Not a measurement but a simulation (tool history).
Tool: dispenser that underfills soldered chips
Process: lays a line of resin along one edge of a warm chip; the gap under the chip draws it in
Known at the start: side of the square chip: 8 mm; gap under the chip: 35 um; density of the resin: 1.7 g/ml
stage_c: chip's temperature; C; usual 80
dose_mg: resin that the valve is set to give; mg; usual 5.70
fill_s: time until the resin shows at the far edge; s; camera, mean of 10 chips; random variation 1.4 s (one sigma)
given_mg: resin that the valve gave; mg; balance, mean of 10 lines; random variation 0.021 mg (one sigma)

{"run": 1, "hour": 0.0, "stage_c": 80, "dose_mg": 5.7, "fill_s": 163.9, "given_mg": 5.53}
{"hour": 11.1, "done": "new syringe of resin"}
{"run": 2, "hour": 12.0, "stage_c": 80, "dose_mg": 5.7, "fill_s": 147.8, "given_mg": 5.49}
{"run": 3, "hour": 21.4, "stage_c": 80, "dose_mg": 5.7, "fill_s": 193.7, "given_mg": 5.52}
{"hour": 26.0, "done": "new syringe of resin"}
{"run": 4, "hour": 37.7, "stage_c": 89, "dose_mg": 5.7, "fill_s": 139.2, "given_mg": 5.46}
{"hour": 40.8, "done": "new syringe of resin"}
{"hour": 44.5, "done": "dispensing valve cleaned and set on the balance"}
{"run": 5, "hour": 53.3, "stage_c": 89, "dose_mg": 4.96, "fill_s": 147.8, "given_mg": 4.93}
{"hour": 56.5, "done": "new syringe of resin"}
{"run": 6, "hour": 67.4, "stage_c": 86, "dose_mg": 5.7, "fill_s": 153.6, "given_mg": 5.68}
{"hour": 71.7, "done": "new syringe of resin"}
{"run": 7, "hour": 83.2, "stage_c": 86, "dose_mg": 5.7, "fill_s": 158.5, "given_mg": 5.62}
{"hour": 87.1, "done": "new syringe of resin"}
{"run": 8, "hour": 94.0, "stage_c": 86, "dose_mg": 6.71, "fill_s": 136.1, "given_mg": 6.62}
{"hour": 102.4, "done": "new syringe of resin"}
{"run": 9, "hour": 102.4, "stage_c": 86, "dose_mg": 6.71, "fill_s": 117.2, "given_mg": 6.61}
{"run": 10, "hour": 111.1, "stage_c": 91, "dose_mg": 5.7, "fill_s": 121.7, "given_mg": 5.62}
{"hour": 118.0, "done": "new syringe of resin"}
{"run": 11, "hour": 122.2, "stage_c": 91, "dose_mg": 5.7, "fill_s": 111.1, "given_mg": 5.58}
{"hour": 133.0, "done": "new syringe of resin"}
{"run": 12, "hour": 133.0, "stage_c": 80, "dose_mg": 5.52, "fill_s": 147.1, "given_mg": 5.41}
{"run": 13, "hour": 146.1, "stage_c": 80, "dose_mg": 5.52, "fill_s": 206.3, "given_mg": 5.34}
{"hour": 148.1, "done": "new syringe of resin"}
{"run": 14, "hour": 161.3, "stage_c": 80, "dose_mg": 5.52, "fill_s": 207.3, "given_mg": 5.32}
{"hour": 163.6, "done": "new syringe of resin"}
{"run": 15, "hour": 170.1, "stage_c": 80, "dose_mg": 5.52, "fill_s": 176.8, "given_mg": 5.36}
{"hour": 179.1, "done": "new syringe of resin"}
{"run": 16, "hour": 184.2, "stage_c": 83, "dose_mg": 5.7, "fill_s": 156.4, "given_mg": 5.48}
{"hour": 194.8, "done": "new syringe of resin"}
{"hour": 199.2, "done": "dispensing valve cleaned and set on the balance"}
{"run": 17, "hour": 199.2, "stage_c": 83, "dose_mg": 5.7, "fill_s": 145.0, "given_mg": 5.68}
{"run": 18, "hour": 209.7, "stage_c": 83, "dose_mg": 5.7, "fill_s": 187.3, "given_mg": 5.63}
{"hour": 210.9, "done": "new syringe of resin"}
{"hour": 218.2, "done": "stage's temperature calibrated"}
{"run": 19, "hour": 222.4, "stage_c": 83, "dose_mg": 5.7, "fill_s": 161.8, "given_mg": 5.64}
{"hour": 227.9, "done": "new syringe of resin"}
{"run": 20, "hour": 238.2, "stage_c": 83, "dose_mg": 5.7, "fill_s": 159.7, "given_mg": 5.67}
{"hour": 242.7, "done": "new syringe of resin"}
{"run": 21, "hour": 250.8, "stage_c": 87, "dose_mg": 5.7, "fill_s": 131.0, "given_mg": 5.67}
{"hour": 258.7, "done": "new syringe of resin"}
{"run": 22, "hour": 266.1, "stage_c": 80, "dose_mg": 5.47, "fill_s": 160.9, "given_mg": 5.41}
{"hour": 273.5, "done": "new syringe of resin"}
{"run": 23, "hour": 274.4, "stage_c": 80, "dose_mg": 5.47, "fill_s": 142.9, "given_mg": 5.34}
{"run": 24, "hour": 284.3, "stage_c": 75, "dose_mg": 5.7, "fill_s": 220.6, "given_mg": 5.6}
{"hour": 289.1, "done": "new syringe of resin"}
{"run": 25, "hour": 296.4, "stage_c": 73, "dose_mg": 7.26, "fill_s": 208.2, "given_mg": 7.13}
{"hour": 304.5, "done": "new syringe of resin"}
{"run": 26, "hour": 306.8, "stage_c": 73, "dose_mg": 7.26, "fill_s": 184.2, "given_mg": 7.03}
{"run": 27, "hour": 315.3, "stage_c": 92, "dose_mg": 6.11, "fill_s": 120.0, "given_mg": 5.94}
{"hour": 320.1, "done": "new syringe of resin"}
{"run": 28, "hour": 332.6, "stage_c": 92, "dose_mg": 6.11, "fill_s": 127.7, "given_mg": 5.94}
{"hour": 335.7, "done": "new syringe of resin"}
{"run": 29, "hour": 343.5, "stage_c": 92, "dose_mg": 6.11, "fill_s": 111.3, "given_mg": 5.87}
{"hour": 351.1, "done": "new syringe of resin"}
{"run": 30, "hour": 351.2, "stage_c": 93, "dose_mg": 6.11, "fill_s": 90.7, "given_mg": 5.88}
{"hour": 354.7, "done": "dispensing valve cleaned and set on the balance"}
{"run": 31, "hour": 364.7, "stage_c": 73, "dose_mg": 7.23, "fill_s": 242.9, "given_mg": 7.17}
{"hour": 367.6, "done": "new syringe of resin"}
{"run": 32, "hour": 378.2, "stage_c": 69, "dose_mg": 4.97, "fill_s": 286.2, "given_mg": 4.93}
{"hour": 383.7, "done": "new syringe of resin"}
{"run": 33, "hour": 388.3, "stage_c": 69, "dose_mg": 4.97, "fill_s": 238.5, "given_mg": 4.97}
{"hour": 398.5, "done": "new syringe of resin"}
{"run": 34, "hour": 400.4, "stage_c": 80, "dose_mg": 5.98, "fill_s": 146.0, "given_mg": 5.92}

4 ways to go on from here, each from the tool as it stands after run 34. What would each give?
{"run": "A", "hour": 412.9, "stage_c": 92, "dose_mg": 7.22, "fill_s": "?", "given_mg": "?"}
{"run": "B", "hour": 412.9, "stage_c": 80, "dose_mg": 6.64, "fill_s": "?", "given_mg": "?"}
{"run": "C", "hour": 412.9, "stage_c": 80, "dose_mg": 6.53, "fill_s": "?", "given_mg": "?"}
{"run": "D", "hour": 412.9, "stage_c": 71, "dose_mg": 6.84, "fill_s": "?", "given_mg": "?"}

run=A fill_s=130.5 given_mg=7.10
run=B fill_s=195.8 given_mg=6.56
run=C fill_s=196.9 given_mg=6.46
run=D fill_s=270.8 given_mg=6.76
Without the tool's hidden state the same runs would have given:
run=A fill_s=89.9 given_mg=7.22
run=B fill_s=134.7 given_mg=6.66
run=C fill_s=135.6 given_mg=6.56
run=D fill_s=186.2 given_mg=6.86
